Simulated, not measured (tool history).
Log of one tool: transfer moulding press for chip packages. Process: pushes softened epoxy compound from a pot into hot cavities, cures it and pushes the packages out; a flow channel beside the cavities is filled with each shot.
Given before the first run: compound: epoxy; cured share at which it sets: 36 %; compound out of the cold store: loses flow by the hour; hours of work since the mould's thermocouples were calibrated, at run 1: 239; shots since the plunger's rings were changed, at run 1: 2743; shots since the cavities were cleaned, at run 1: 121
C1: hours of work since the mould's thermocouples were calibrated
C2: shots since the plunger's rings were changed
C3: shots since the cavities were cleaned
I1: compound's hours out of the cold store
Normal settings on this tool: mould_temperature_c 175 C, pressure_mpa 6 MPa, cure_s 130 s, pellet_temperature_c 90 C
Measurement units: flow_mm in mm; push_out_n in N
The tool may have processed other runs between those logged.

Run 1, hour 0: usual settings; C1 239; C2 2743; C3 121; I1 47.4. Result: flow_mm 654 mm, push_out_n 349 N.
Run 2, hour 8.5: usual settings; C1 245; C2 2838; C3 216; I1 12.9. Result: flow_mm 715 mm, push_out_n 385 N.
Run 3, hour 17.1: usual settings; C1 251; C2 2933; C3 311; I1 26.2. Result: flow_mm 686 mm, push_out_n 397 N.
Run 4, hour 26.4: usual settings; C1 258; C2 3035; C3 413; I1 33.3. Result: flow_mm 674 mm, push_out_n 396 N.
Run 5, hour 34.9: usual settings; C1 264; C2 3130; C3 508; I1 40.9. Result: flow_mm 661 mm, push_out_n 405 N.
Run 6, hour 40.1: usual settings but mould_temperature_c 177 C; C1 268; C2 3188; C3 566; I1 40.5. Result: flow_mm 658 mm, push_out_n 422 N.
Run 7, hour 47.4: usual settings but mould_temperature_c 177 C; C1 273; C2 3269; C3 647; I1 32.3. Result: flow_mm 675 mm, push_out_n 413 N.
At hour 55.5: plunger's sealing rings changed.
Run 8, hour 58.7: usual settings but mould_temperature_c 177 C; C1 280; C2 35; C3 744; I1 36. Result: flow_mm 687 mm, push_out_n 437 N.
Run 9, hour 62.8: usual settings but mould_temperature_c 177 C; C1 283; C2 80; C3 789; I1 26.7. Result: flow_mm 701 mm, push_out_n 425 N.
At hour 70.6: cavities cleaned with cleaning compound and waxed.
Run 10, hour 73.9: usual settings but mould_temperature_c 177 C; C1 290; C2 187; C3 37; I1 25.5. Result: flow_mm 701 mm, push_out_n 345 N.
Run 11, hour 81.5: usual settings but mould_temperature_c 177 C, cure_s 160 s; C1 295; C2 271; C3 121; I1 23.2. Result: flow_mm 706 mm, push_out_n 347 N.
Run 12, hour 90.5: usual settings but mould_temperature_c 177 C, cure_s 160 s; C1 301; C2 371; C3 221; I1 25. Result: flow_mm 702 mm, push_out_n 353 N.
Run 13, hour 100.2: usual settings but mould_temperature_c 177 C, cure_s 160 s, pellet_temperature_c 82 C; C1 308; C2 479; C3 329; I1 46.8. Result: flow_mm 667 mm, push_out_n 373 N.
Run 14, hour 104.9: usual settings but mould_temperature_c 177 C, cure_s 160 s, pellet_temperature_c 82 C; C1 312; C2 531; C3 381; I1 24.7. Result: flow_mm 701 mm, push_out_n 370 N.
Run 15, hour 110: usual settings but mould_temperature_c 177 C, cure_s 160 s, pellet_temperature_c 82 C; C1 316; C2 588; C3 438; I1 42.9. Result: flow_mm 670 mm, push_out_n 384 N.
Run 16, hour 116.1: usual settings but mould_temperature_c 177 C, cure_s 160 s, pellet_temperature_c 82 C; C1 320; C2 655; C3 505; I1 37.5. Result: flow_mm 681 mm, push_out_n 388 N.
Run 17, hour 124.5: usual settings but cure_s 134 s, pellet_temperature_c 93 C; C1 326; C2 748; C3 598; I1 20.1. Result: flow_mm 713 mm, push_out_n 428 N.
Run 18, hour 130.8: usual settings but pellet_temperature_c 80 C; C1 331; C2 818; C3 668; I1 18.4. Result: flow_mm 721 mm, push_out_n 435 N.
Run 19, hour 140.4: usual settings but mould_temperature_c 181 C, pressure_mpa 4.85 MPa, cure_s 147 s, pellet_temperature_c 85 C; C1 337; C2 924; C3 774; I1 28.6. Result: flow_mm 615 mm, push_out_n 403 N.
At hour 149.7: cavities cleaned with cleaning compound and waxed.
Run 20, hour 149.9: usual settings but mould_temperature_c 176 C, pressure_mpa 5.13 MPa, cure_s 110 s, pellet_temperature_c 96 C; C1 343; C2 1013; C3 3; I1 9.4. Result: flow_mm 674 mm, push_out_n 399 N.
Run 21, hour 155.7: usual settings but mould_temperature_c 176 C, pressure_mpa 5.13 MPa, cure_s 110 s, pellet_temperature_c 96 C; C1 347; C2 1078; C3 68; I1 29.9. Result: flow_mm 641 mm, push_out_n 406 N.
Run 22, hour 164.8: usual settings but mould_temperature_c 176 C, pressure_mpa 5.13 MPa, cure_s 110 s, pellet_temperature_c 96 C; C1 354; C2 1178; C3 168; I1 14.7. Result: flow_mm 666 mm, push_out_n 427 N.
Run 23, hour 174.5: usual settings but pressure_mpa 6.54 MPa, cure_s 155 s, pellet_temperature_c 84 C; C1 361; C2 1285; C3 275; I1 28.3. Result: flow_mm 729 mm, push_out_n 376 N.
Run 24, hour 181.4: usual settings but mould_temperature_c 168 C, pressure_mpa 5.72 MPa; C1 366; C2 1362; C3 352; I1 21.5. Result: flow_mm 711 mm, push_out_n 526 N.
Run 25, hour 185.7: usual settings but mould_temperature_c 168 C, pressure_mpa 5.72 MPa; C1 369; C2 1410; C3 400; I1 35.9. Result: flow_mm 682 mm, push_out_n 525 N.
Run 26, hour 195.2: usual settings but cure_s 129 s, pellet_temperature_c 87 C; C1 376; C2 1515; C3 505; I1 28. Result: flow_mm 695 mm, push_out_n 423 N.
Run 27, hour 201: usual settings but mould_temperature_c 170 C; C1 380; C2 1580; C3 570; I1 9.8. Result: flow_mm 742 mm, push_out_n 518 N.
Run 28, hour 210.1: usual settings but mould_temperature_c 171 C, pressure_mpa 7.11 MPa, cure_s 136 s, pellet_temperature_c 87 C; C1 387; C2 1680; C3 670; I1 16.6. Result: flow_mm 790 mm, push_out_n 458 N.
Run 29, hour 216.3: usual settings but mould_temperature_c 171 C, pressure_mpa 7.11 MPa, cure_s 136 s, pellet_temperature_c 87 C; C1 391; C2 1749; C3 739; I1 44.8. Result: flow_mm 736 mm, push_out_n 483 N.

Consider 4 possible next runs. They are alternatives, not a sequence: every one starts from the tool as it was left by run 29. What does each give?
Run A, hour 221.3: usual settings but mould_temperature_c 180 C, pressure_mpa 7.11 MPa, cure_s 123 s, pellet_temperature_c 87 C; C1 395; C2 1804; C3 794; I1 43.1. Result: flow_mm ?, push_out_n ?.
Run B, hour 221.3: usual settings but mould_temperature_c 179 C, pressure_mpa 7.11 MPa, cure_s 136 s, pellet_temperature_c 87 C; C1 395; C2 1804; C3 794; I1 9.2. Result: flow_mm ?, push_out_n ?.
Run C, hour 221.3: usual settings but mould_temperature_c 171 C, pressure_mpa 7.11 MPa, cure_s 157 s, pellet_temperature_c 83 C; C1 395; C2 1804; C3 794; I1 46.8. Result: flow_mm ?, push_out_n ?.
Run D, hour 221.3: usual settings but mould_temperature_c 171 C, pressure_mpa 7.11 MPa, cure_s 115 s, pellet_temperature_c 84 C; C1 395; C2 1804; C3 794; I1 23.1. Result: flow_mm ?, push_out_n ?.

run  flow_mm  push_out_n
  A      713         412
  B      784         426
  C      732         435
  D      776         617
With no hidden state in the tool, these same runs would have given:
run  flow_mm  push_out_n
  A      723         312
  B      795         323
  C      742         328
  D      786         449

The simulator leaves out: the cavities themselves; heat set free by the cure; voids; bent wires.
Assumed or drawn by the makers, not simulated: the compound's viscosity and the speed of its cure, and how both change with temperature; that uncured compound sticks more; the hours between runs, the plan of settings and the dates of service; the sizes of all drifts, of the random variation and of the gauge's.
